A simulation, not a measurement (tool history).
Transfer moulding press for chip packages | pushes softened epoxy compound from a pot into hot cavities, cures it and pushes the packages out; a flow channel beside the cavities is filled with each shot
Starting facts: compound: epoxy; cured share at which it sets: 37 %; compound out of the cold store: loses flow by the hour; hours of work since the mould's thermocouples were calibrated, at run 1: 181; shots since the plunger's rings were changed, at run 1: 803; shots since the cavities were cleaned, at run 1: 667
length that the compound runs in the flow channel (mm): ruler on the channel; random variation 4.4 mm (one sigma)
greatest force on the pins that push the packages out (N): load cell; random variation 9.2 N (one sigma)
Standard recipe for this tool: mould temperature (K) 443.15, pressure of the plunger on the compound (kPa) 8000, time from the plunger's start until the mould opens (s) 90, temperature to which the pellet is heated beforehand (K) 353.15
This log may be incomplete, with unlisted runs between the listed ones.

| run | hour | mould temperature (K) | pressure of the plunger on the compound (kPa) | time from the plunger's start until the mould opens (s) | temperature to which the pellet is heated beforehand (K) | hours of work since the mould's thermocouples were calibrated | shots since the plunger's rings were changed | shots since the cavities were cleaned | incoming compound's hours out of the cold store | length that the compound runs in the flow channel (mm) | greatest force on the pins that push the packages out (N) |
|---|---|---|---|---|---|---|---|---|---|---|---|
| 1 | 0.0 | 443.15 | 8000 | 90 | 353.15 | 181 | 803 | 667 | 12.0 | 842 | 431 |
| 2 | 5.6 | 443.15 | 8000 | 90 | 353.15 | 184 | 866 | 730 | 14.0 | 835 | 430 |
|  | 10.9 | cavities cleaned with cleaning compound and waxed |
| 3 | 13.3 | 443.15 | 8000 | 101 | 353.15 | 187 | 936 | 27 | 11.0 | 850 | 394 |
| 4 | 20.1 | 443.15 | 8000 | 90 | 353.15 | 190 | 1011 | 102 | 29.6 | 794 | 425 |
| 5 | 25.7 | 443.15 | 8000 | 90 | 353.15 | 193 | 1074 | 165 | 31.6 | 792 | 421 |
| 6 | 37.5 | 443.15 | 8000 | 90 | 353.15 | 199 | 1207 | 298 | 24.9 | 812 | 435 |
| 7 | 45.1 | 443.15 | 8000 | 90 | 353.15 | 203 | 1292 | 383 | 9.2 | 848 | 424 |
| 8 | 55.9 | 443.15 | 8000 | 90 | 353.15 | 209 | 1413 | 504 | 30.9 | 788 | 410 |
| 9 | 62.2 | 443.15 | 8000 | 90 | 353.15 | 212 | 1484 | 575 | 30.4 | 783 | 411 |
| 10 | 70.8 | 443.15 | 8000 | 90 | 353.15 | 217 | 1580 | 671 | 16.2 | 831 | 428 |
| 11 | 78.3 | 443.15 | 8000 | 90 | 353.15 | 220 | 1664 | 755 | 23.2 | 807 | 409 |
|  | 81.3 | cavities cleaned with cleaning compound and waxed |
| 12 | 90.1 | 443.15 | 8000 | 90 | 353.15 | 226 | 1780 | 99 | 42.5 | 759 | 404 |
| 13 | 100.8 | 443.15 | 8000 | 90 | 353.15 | 231 | 1900 | 219 | 9.2 | 858 | 428 |
| 14 | 110.3 | 443.15 | 8000 | 90 | 353.15 | 236 | 2006 | 325 | 36.8 | 769 | 430 |
| 15 | 116.4 | 443.15 | 8000 | 90 | 353.15 | 239 | 2075 | 394 | 10.6 | 849 | 413 |
| 16 | 125.1 | 443.15 | 8000 | 90 | 353.15 | 244 | 2172 | 491 | 18.8 | 819 | 416 |
| 17 | 134.3 | 436.15 | 8000 | 90 | 353.15 | 248 | 2276 | 595 | 21.5 | 853 | 611 |
| 18 | 144.4 | 436.15 | 8000 | 90 | 353.15 | 254 | 2389 | 708 | 27.3 | 827 | 598 |
|  | 152.2 | cavities cleaned with cleaning compound and waxed |
| 19 | 157.2 | 443.15 | 8000 | 70 | 353.15 | 259 | 2515 | 56 | 37.5 | 777 | 599 |
| 20 | 167.8 | 442.15 | 6830 | 90 | 353.15 | 265 | 2635 | 176 | 38.9 | 711 | 434 |
| 21 | 178.9 | 449.15 | 7210 | 90 | 353.15 | 270 | 2759 | 300 | 23.4 | 753 | 368 |
| 22 | 186.2 | 449.15 | 7210 | 90 | 353.15 | 274 | 2841 | 382 | 34.9 | 725 | 379 |
|  | 194.8 | plunger's sealing rings changed |
| 23 | 199.5 | 437.15 | 8000 | 91 | 351.15 | 280 | 53 | 503 | 16.0 | 856 | 594 |
| 24 | 209.9 | 437.15 | 8000 | 91 | 351.15 | 285 | 170 | 620 | 39.4 | 784 | 557 |
| 25 | 216.8 | 443.15 | 8000 | 75 | 354.15 | 289 | 247 | 697 | 38.9 | 776 | 525 |
|  | 224.8 | cavities cleaned with cleaning compound and waxed |
| 26 | 225.7 | 443.15 | 8000 | 75 | 354.15 | 292 | 330 | 10 | 23.5 | 819 | 540 |
| 27 | 230.8 | 439.15 | 9510 | 102 | 353.15 | 295 | 387 | 67 | 13.0 | 927 | 444 |
| 28 | 242.4 | 444.15 | 8000 | 71 | 353.15 | 301 | 517 | 197 | 35.4 | 779 | 543 |
| 29 | 251.5 | 443.15 | 7040 | 90 | 353.15 | 306 | 620 | 300 | 36.3 | 733 | 406 |

What if the next run were any one of these 4? Each begins from the tool's condition after run 29:
| A | 258.5 | 443.15 | 7440 | 90 | 353.15 | 309 | 698 | 378 | 23.3 | ? | ? |
| B | 258.5 | 440.15 | 7010 | 90 | 352.15 | 309 | 698 | 378 | 33.9 | ? | ? |
| C | 258.5 | 443.15 | 9230 | 74 | 353.15 | 309 | 698 | 378 | 24.1 | ? | ? |
| D | 258.5 | 450.15 | 8000 | 90 | 353.15 | 309 | 698 | 378 | 46.0 | ? | ? |

| run | length that the compound runs in the flow channel (mm) | greatest force on the pins that push the packages out (N) |
|---|---|---|
| A | 786 | 414 |
| B | 748 | 462 |
| C | 872 | 541 |
| D | 732 | 392 |
With no hidden state in the tool, these same runs would have given:
| run | length that the compound runs in the flow channel (mm) | greatest force on the pins that push the packages out (N) |
|---|---|---|
| A | 786 | 411 |
| B | 749 | 458 |
| C | 872 | 537 |
| D | 732 | 388 |
